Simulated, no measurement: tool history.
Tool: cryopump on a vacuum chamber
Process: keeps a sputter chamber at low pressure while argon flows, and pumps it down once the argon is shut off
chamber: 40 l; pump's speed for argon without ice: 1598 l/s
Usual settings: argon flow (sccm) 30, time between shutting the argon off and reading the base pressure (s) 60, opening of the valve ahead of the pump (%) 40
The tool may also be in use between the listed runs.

run	hour	argon flow (sccm)	time between shutting the argon off and reading the base pressure (s)	opening of the valve ahead of the pump (%)	pressure while argon flows (Pa)	pressure after the wait (uPa)
1	0	30	60	40	0.0805	0.93
2	16.4	30	60	40	0.0808	0.93
3	26.5	30	60	40	0.0814	0.92
4	44.4	28	60	40	0.0735	0.9
5	56.9	28	60	40	0.0752	0.92
6	71.6	30	60	40	0.0797	0.93
7	86	30	60	40	0.0795	0.89
8	97.7	30	60	40	0.0797	0.95
9	114.4	30	60	40	0.0807	0.95
10	126.2	30	185	40	0.0807	0.5
11	141.5	30	185	40	0.0805	0.53
12	160	30	185	40	0.0802	0.54
13	172.9	30	185	40	0.0816	0.53
14	185.2	30	185	40	0.0818	0.53
15	201.8	30	60	40	0.0816	0.97
16	210.4	30	29	40	0.082	1.62
17	226.3	30	29	40	0.0816	1.6
18	244.2	30	29	40	0.081	1.66
19	256.4	45	262	40	0.1225	0.45
20	265.6	26	293	23	0.1218	0.48
21	281.7	30	58	40	0.0814	1.04
22	291.5	41	113	52	0.088	0.62
23	304.7	13	219	30	0.0466	0.49
24	313.6	20	95	40	0.0548	0.78
25	329.3	30	23	19	0.1701	2.06
26	345.6	46	48	18	0.274	1.15
27	362	46	48	18	0.2752	1.16
28	374.7	46	48	49	0.1055	1.14
29	383.4	14	101	26	0.059	0.75
30	395.1	14	96	26	0.0586	0.75
31	407.2	14	62	26	0.0598	0.96
32	425.8	14	62	26	0.0588	0.99
33	434.5	14	62	50	0.0309	0.99
34	446.6	14	62	16	0.0932	0.94

Some steps in pressure while argon flows (Pa) between neighbouring runs. How much of each would the tool show without its hidden state too (settings, what came in, random variation), and how much is left for the hidden state, with any gauge scatter that isn't in both results?
The hidden state here: pump's speed, % of a pump's without ice; cold plate's temperature, K; leak into the chamber, uPa l/s; drift of the gauge itself on working_pa, %; drift of the gauge itself on base_upa, %.
Run 22 -> 23: argon flow (sccm) 41 -> 13, time between shutting the argon off and reading the base pressure (s) 113 -> 219, opening of the valve ahead of the pump (%) 52 -> 30. pressure while argon flows (Pa) -0.0414: hidden state -0.0028, all else -0.0386.
Run 24 -> 25: argon flow (sccm) 20 -> 30, time between shutting the argon off and reading the base pressure (s) 95 -> 23, opening of the valve ahead of the pump (%) 40 -> 19. pressure while argon flows (Pa) +0.1153: hidden state +0.0012, all else +0.1141.
Run 25 -> 26: argon flow (sccm) 30 -> 46, time between shutting the argon off and reading the base pressure (s) 23 -> 48, opening of the valve ahead of the pump (%) 19 -> 18. pressure while argon flows (Pa) +0.1039: hidden state +0.002, all else +0.1019.
Run 27 -> 28: opening of the valve ahead of the pump (%) 18 -> 49. pressure while argon flows (Pa) -0.1697: hidden state +0.0003, all else -0.17.
Run 28 -> 29: argon flow (sccm) 46 -> 14, time between shutting the argon off and reading the base pressure (s) 48 -> 101, opening of the valve ahead of the pump (%) 49 -> 26. pressure while argon flows (Pa) -0.0465: hidden state -0.0042, all else -0.0423.
